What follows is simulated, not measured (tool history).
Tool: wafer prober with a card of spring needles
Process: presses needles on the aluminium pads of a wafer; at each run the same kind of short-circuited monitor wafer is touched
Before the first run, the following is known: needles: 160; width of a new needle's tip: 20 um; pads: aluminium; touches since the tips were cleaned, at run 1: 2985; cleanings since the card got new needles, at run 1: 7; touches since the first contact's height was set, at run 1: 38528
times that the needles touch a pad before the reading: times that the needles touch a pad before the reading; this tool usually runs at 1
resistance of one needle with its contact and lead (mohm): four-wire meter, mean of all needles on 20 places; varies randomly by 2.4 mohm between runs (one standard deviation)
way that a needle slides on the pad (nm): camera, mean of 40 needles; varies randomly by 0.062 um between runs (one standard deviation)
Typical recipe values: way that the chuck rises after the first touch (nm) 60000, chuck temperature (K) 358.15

run	hour	way that the chuck rises after the first touch (nm)	chuck temperature (K)	times that the needles touch a pad before the reading	touches since the tips were cleaned	cleanings since the card got new needles	touches since the first contact's height was set	resistance of one needle with its contact and lead (mohm)	way that a needle slides on the pad (nm)
1	0.0	60000	358.15	1	2985	7	38528	338	11480
# hour 8.1: tips cleaned on abrasive film
2	11.3	60000	358.15	1	566	8	40496	294	11560
3	17.7	62000	358.15	1	1705	8	41635	320	11820
4	22.9	60000	325.15	1	2618	8	42548	323	11440
5	31.9	60000	325.15	1	4210	8	44140	344	11510
# hour 33.5: tips cleaned on abrasive film
6	38.8	60000	364.15	1	924	9	45329	305	11410
7	50.4	60000	308.15	1	2971	9	47376	326	11390
8	56.9	60000	308.15	1	4125	9	48530	337	11500
# hour 59.1: tips cleaned on abrasive film
9	68.9	60000	385.15	1	1727	10	50632	329	11310
10	76.7	60000	385.15	1	3086	10	51991	349	11490
11	82.8	60000	385.15	1	4164	10	53069	355	11380
# hour 84.8: tips cleaned on abrasive film
12	88.8	60000	385.15	1	720	11	54124	309	11440
13	99.8	60000	385.15	1	2645	11	56049	333	11300
# hour 110.1: tips cleaned on abrasive film
14	112.1	60000	358.15	1	349	12	58210	289	11410
15	123.2	60000	358.15	1	2299	12	60160	331	11370
16	131.9	60000	358.15	1	3843	12	61704	348	11300
# hour 135.5: tips cleaned on abrasive film
17	142.7	60000	358.15	1	1266	13	63576	309	11430
18	153.3	60000	358.15	1	3139	13	65449	338	11460
# hour 160.4: tips cleaned on abrasive film
19	162.9	60000	358.15	1	445	14	67130	289	11320
20	169.6	63000	358.15	1	1626	14	68311	317	11930
21	177.9	45000	343.15	1	3096	14	69781	397	8430
# hour 185.5: tips cleaned on abrasive film
22	190.3	71000	358.15	1	830	15	71933	287	13500
23	201.8	44000	312.15	1	2868	15	73971	397	8210
# hour 210.3: tips cleaned on abrasive film
24	210.3	44000	312.15	1	0	16	75446	276	8140
25	222.6	55000	357.15	2	2177	16	77623	320	10440
26	234.5	43000	347.15	2	4276	16	79722	375	7980
# hour 235.3: tips cleaned on abrasive film
27	246.2	60000	358.15	2	1910	17	81756	307	11360
28	255.9	60000	387.15	2	3631	17	83477	331	11280
# hour 260.3: tips cleaned on abrasive film
29	268.1	60000	387.15	2	1376	18	85605	307	11340
30	274.3	60000	365.15	1	2474	18	86703	336	11280
# hour 285.5: tips cleaned on abrasive film
31	286.6	62000	365.15	2	204	19	88854	286	11770
32	295.3	73000	308.15	2	1727	19	90377	281	13910
33	305.3	42000	371.15	1	3496	19	92146	442	7780
# hour 310.2: tips cleaned on abrasive film
34	316.5	45000	332.15	2	1126	20	94114	320	8300

Each row is a separate what-if for the run after 34, all from the same tool condition, not one after another. Results?
A	323.9	40000	358.15	1	2430	20	95418	?	?
B	323.9	65000	308.15	2	2430	20	95418	?	?
C	323.9	56000	338.15	2	2430	20	95418	?	?
D	323.9	60000	316.15	2	2430	20	95418	?	?

run	resistance of one needle with its contact and lead (mohm)	way that a needle slides on the pad (nm)
A	427	7410
B	293	12230
C	315	10380
D	303	11230
The same runs, with their run-to-run variation unchanged, on a tool lacking any hidden condition would have given:
run	resistance of one needle with its contact and lead (mohm)	way that a needle slides on the pad (nm)
A	292	7780
B	259	12610
C	271	10760
D	263	11610

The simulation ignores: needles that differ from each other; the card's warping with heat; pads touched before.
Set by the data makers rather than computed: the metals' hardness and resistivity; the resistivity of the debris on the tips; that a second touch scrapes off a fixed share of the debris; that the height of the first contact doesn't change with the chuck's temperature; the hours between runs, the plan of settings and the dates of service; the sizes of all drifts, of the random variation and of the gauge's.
